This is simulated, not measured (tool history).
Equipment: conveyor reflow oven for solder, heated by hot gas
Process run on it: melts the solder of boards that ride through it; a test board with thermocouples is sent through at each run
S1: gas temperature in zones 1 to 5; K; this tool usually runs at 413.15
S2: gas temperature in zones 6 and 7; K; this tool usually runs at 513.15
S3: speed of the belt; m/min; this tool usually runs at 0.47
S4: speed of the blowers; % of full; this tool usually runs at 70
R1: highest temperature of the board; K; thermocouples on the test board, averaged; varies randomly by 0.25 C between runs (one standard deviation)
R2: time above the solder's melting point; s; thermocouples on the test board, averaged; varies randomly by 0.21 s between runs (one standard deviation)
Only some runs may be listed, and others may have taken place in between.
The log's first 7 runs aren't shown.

{"run": 8, "day": 8.642, "S1": 413.15, "S2": 525.15, "S3": 0.47, "S4": 70, "R1": 499.05, "R2": 63.3}
{"run": 9, "day": 9.333, "S1": 413.15, "S2": 513.15, "S3": 0.47, "S4": 69, "R1": 488.65, "R2": 55.4}
{"run": 10, "day": 10.05, "S1": 413.15, "S2": 513.15, "S3": 0.47, "S4": 69, "R1": 488.65, "R2": 55.8}
{"day": 10.35, "done": "flux residue cleaned out of gas plates and filters"}
{"run": 11, "day": 11.35, "S1": 413.15, "S2": 513.15, "S3": 0.47, "S4": 58, "R1": 487.35, "R2": 55}
{"run": 12, "day": 12.229, "S1": 413.15, "S2": 513.15, "S3": 0.429, "S4": 58, "R1": 491.25, "R2": 63.9}
{"run": 13, "day": 13.167, "S1": 413.15, "S2": 513.15, "S3": 0.429, "S4": 58, "R1": 490.55, "R2": 63.8}
{"run": 14, "day": 14.371, "S1": 413.15, "S2": 513.15, "S3": 0.429, "S4": 58, "R1": 489.95, "R2": 63.4}
{"day": 15.588, "done": "belt drive overhauled, speed set with a stopwatch"}
{"run": 15, "day": 15.833, "S1": 411.15, "S2": 513.15, "S3": 0.47, "S4": 70, "R1": 489.15, "R2": 55.3}
{"run": 16, "day": 16.762, "S1": 411.15, "S2": 513.15, "S3": 0.47, "S4": 70, "R1": 489.25, "R2": 55.1}
{"run": 17, "day": 18.321, "S1": 411.15, "S2": 513.15, "S3": 0.47, "S4": 70, "R1": 489.05, "R2": 55.1}
{"run": 18, "day": 19.312, "S1": 411.15, "S2": 513.15, "S3": 0.47, "S4": 82, "R1": 490.95, "R2": 57}
{"run": 19, "day": 20.238, "S1": 411.15, "S2": 513.15, "S3": 0.47, "S4": 82, "R1": 490.35, "R2": 57.3}
{"run": 20, "day": 21.875, "S1": 422.15, "S2": 513.15, "S3": 0.47, "S4": 65, "R1": 489.65, "R2": 60.3}
{"run": 21, "day": 22.588, "S1": 406.15, "S2": 509.15, "S3": 0.419, "S4": 54, "R1": 484.95, "R2": 56.2}
{"run": 22, "day": 24.125, "S1": 413.15, "S2": 507.15, "S3": 0.393, "S4": 51, "R1": 485.75, "R2": 64.3}
{"run": 23, "day": 25.346, "S1": 413.15, "S2": 507.15, "S3": 0.393, "S4": 51, "R1": 485.35, "R2": 64.4}
{"run": 24, "day": 26.458, "S1": 413.15, "S2": 507.15, "S3": 0.393, "S4": 51, "R1": 485.55, "R2": 64.5}
{"run": 25, "day": 27.3, "S1": 413.15, "S2": 507.15, "S3": 0.393, "S4": 51, "R1": 485.55, "R2": 63.9}
{"run": 26, "day": 28.658, "S1": 413.15, "S2": 513.15, "S3": 0.47, "S4": 54, "R1": 484.45, "R2": 51.2}
{"run": 27, "day": 29.646, "S1": 416.15, "S2": 513.15, "S3": 0.518, "S4": 70, "R1": 484.95, "R2": 47.7}
{"run": 28, "day": 30.612, "S1": 413.15, "S2": 509.15, "S3": 0.47, "S4": 70, "R1": 484.25, "R2": 52.1}
{"day": 31.058, "done": "flux residue cleaned out of gas plates and filters"}
{"run": 29, "day": 32.204, "S1": 413.15, "S2": 513.15, "S3": 0.393, "S4": 82, "R1": 497.05, "R2": 75.8}
{"run": 30, "day": 32.988, "S1": 413.15, "S2": 513.15, "S3": 0.422, "S4": 50, "R1": 488.85, "R2": 62.5}
{"run": 31, "day": 33.812, "S1": 413.15, "S2": 513.15, "S3": 0.422, "S4": 50, "R1": 488.95, "R2": 62.4}

Each row is a separate what-if for the run after 31, all from the same tool condition, not one after another. Results?
{"run": "A", "day": 34.875, "S1": 404.15, "S2": 515.15, "S3": 0.47, "S4": 65, "R1": "?", "R2": "?"}
{"run": "B", "day": 34.875, "S1": 413.15, "S2": 502.15, "S3": 0.422, "S4": 50, "R1": "?", "R2": "?"}
{"run": "C", "day": 34.875, "S1": 413.15, "S2": 527.15, "S3": 0.422, "S4": 60, "R1": "?", "R2": "?"}
{"run": "D", "day": 34.875, "S1": 413.15, "S2": 514.15, "S3": 0.422, "S4": 50, "R1": "?", "R2": "?"}

run=A R1=487.85 R2=51.8
run=B R1=479.25 R2=52.1
run=C R1=501.85 R2=73.9
run=D R1=489.35 R2=62.5
Without the tool's hidden state the same runs would have given:
run=A R1=491.25 R2=54.4
run=B R1=482.55 R2=55.6
run=C R1=505.35 R2=75.8
run=D R1=492.65 R2=65.1

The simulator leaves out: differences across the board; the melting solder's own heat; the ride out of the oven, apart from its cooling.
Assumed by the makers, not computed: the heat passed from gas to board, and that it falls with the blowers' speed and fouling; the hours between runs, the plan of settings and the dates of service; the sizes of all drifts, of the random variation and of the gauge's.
